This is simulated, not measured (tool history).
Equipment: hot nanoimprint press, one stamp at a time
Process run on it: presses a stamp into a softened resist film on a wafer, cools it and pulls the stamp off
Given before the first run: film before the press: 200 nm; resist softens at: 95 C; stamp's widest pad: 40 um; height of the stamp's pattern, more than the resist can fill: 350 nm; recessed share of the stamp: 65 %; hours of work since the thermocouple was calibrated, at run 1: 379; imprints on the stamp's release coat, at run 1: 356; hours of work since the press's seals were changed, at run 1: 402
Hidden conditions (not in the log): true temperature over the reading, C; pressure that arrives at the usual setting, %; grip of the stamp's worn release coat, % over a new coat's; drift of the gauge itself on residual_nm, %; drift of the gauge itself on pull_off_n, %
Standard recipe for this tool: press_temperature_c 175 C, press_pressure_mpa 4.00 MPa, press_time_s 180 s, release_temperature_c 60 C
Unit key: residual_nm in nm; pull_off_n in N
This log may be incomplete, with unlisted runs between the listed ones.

| run | hour | press_temperature_c | press_pressure_mpa | press_time_s | release_temperature_c | hours of work since the thermocouple was calibrated | imprints on the stamp's release coat | hours of work since the press's seals were changed | residual_nm | pull_off_n |
|---|---|---|---|---|---|---|---|---|---|---|
| 1 | 0.0 | 175 | 4.00 | 180 | 60 | 379 | 356 | 402 | 93.2 | 177 |
| 2 | 56.9 | 175 | 4.00 | 180 | 60 | 403 | 490 | 425 | 93.9 | 179 |
| 3 | 114.8 | 175 | 4.00 | 130 | 60 | 426 | 627 | 449 | 105.4 | 177 |
|  | 149.7 | plate thermocouple calibrated |
| 4 | 149.7 | 175 | 4.00 | 180 | 60 | 0 | 702 | 462 | 92.6 | 178 |
| 5 | 186.0 | 175 | 4.00 | 180 | 60 | 15 | 787 | 477 | 93.3 | 177 |
|  | 239.9 | stamp cleaned and given a new release coat |
| 6 | 250.3 | 175 | 4.00 | 180 | 60 | 39 | 25 | 501 | 93.3 | 177 |
| 7 | 283.0 | 175 | 4.00 | 175 | 60 | 52 | 102 | 514 | 94.2 | 178 |
| 8 | 329.1 | 180 | 4.00 | 175 | 60 | 71 | 210 | 533 | 79.5 | 178 |
| 9 | 369.9 | 180 | 4.00 | 175 | 60 | 87 | 306 | 549 | 79.7 | 177 |
| 10 | 421.8 | 175 | 4.00 | 180 | 60 | 109 | 428 | 571 | 93.8 | 177 |
| 11 | 462.5 | 175 | 4.00 | 180 | 60 | 125 | 524 | 587 | 94.2 | 176 |
| 12 | 522.4 | 175 | 4.00 | 180 | 60 | 150 | 665 | 612 | 94.3 | 177 |
| 13 | 555.9 | 175 | 4.00 | 180 | 60 | 163 | 744 | 625 | 94.0 | 180 |
| 14 | 585.7 | 175 | 4.00 | 180 | 60 | 175 | 814 | 637 | 93.9 | 177 |
|  | 626.0 | stamp cleaned and given a new release coat |
| 15 | 640.0 | 175 | 4.00 | 148 | 60 | 195 | 33 | 657 | 101.3 | 176 |
| 16 | 678.9 | 165 | 3.02 | 116 | 63 | 211 | 125 | 673 | 157.2 | 164 |
| 17 | 715.0 | 165 | 3.02 | 241 | 63 | 226 | 210 | 688 | 130.1 | 164 |
| 18 | 773.2 | 165 | 3.02 | 241 | 63 | 249 | 347 | 712 | 131.8 | 165 |
| 19 | 810.2 | 180 | 4.00 | 180 | 60 | 264 | 434 | 727 | 80.0 | 180 |
| 20 | 840.1 | 171 | 2.65 | 128 | 60 | 277 | 504 | 739 | 138.7 | 177 |
| 21 | 886.7 | 171 | 2.65 | 128 | 60 | 296 | 614 | 758 | 139.2 | 180 |
| 22 | 931.6 | 175 | 4.00 | 180 | 68 | 314 | 720 | 776 | 95.4 | 139 |
| 23 | 978.0 | 175 | 4.00 | 180 | 61 | 333 | 829 | 795 | 95.0 | 170 |
|  | 1013.6 | stamp cleaned and given a new release coat |
| 24 | 1013.6 | 184 | 4.00 | 180 | 60 | 345 | 0 | 807 | 70.1 | 178 |
| 25 | 1043.1 | 184 | 4.00 | 180 | 60 | 357 | 69 | 819 | 70.1 | 177 |
|  | 1063.8 | gauge calibrated |
| 26 | 1069.2 | 175 | 3.49 | 180 | 46 | 368 | 131 | 830 | 98.9 | 243 |
| 27 | 1109.3 | 175 | 3.49 | 180 | 46 | 384 | 225 | 846 | 98.4 | 247 |
| 28 | 1140.6 | 175 | 2.74 | 286 | 46 | 397 | 299 | 859 | 91.9 | 246 |
| 29 | 1180.5 | 181 | 2.56 | 151 | 53 | 413 | 393 | 875 | 98.9 | 213 |

What if the next run were any one of these 4? Each begins from the tool's condition after run 29:
| A | 1205.6 | 181 | 4.03 | 174 | 53 | 423 | 452 | 885 | ? | ? |
| B | 1205.6 | 177 | 4.00 | 180 | 63 | 423 | 452 | 885 | ? | ? |
| C | 1205.6 | 175 | 3.92 | 180 | 60 | 423 | 452 | 885 | ? | ? |
| D | 1205.6 | 172 | 6.14 | 151 | 53 | 423 | 452 | 885 | ? | ? |

| run | residual_nm | pull_off_n |
|---|---|---|
| A | 77.1 | 210 |
| B | 86.9 | 162 |
| C | 94.7 | 178 |
| D | 92.1 | 210 |
With the hidden condition removed and each run's random variation left untouched, the same runs would have given:
| run | residual_nm | pull_off_n |
|---|---|---|
| A | 76.8 | 210 |
| B | 86.5 | 162 |
| C | 94.3 | 178 |
| D | 91.7 | 210 |

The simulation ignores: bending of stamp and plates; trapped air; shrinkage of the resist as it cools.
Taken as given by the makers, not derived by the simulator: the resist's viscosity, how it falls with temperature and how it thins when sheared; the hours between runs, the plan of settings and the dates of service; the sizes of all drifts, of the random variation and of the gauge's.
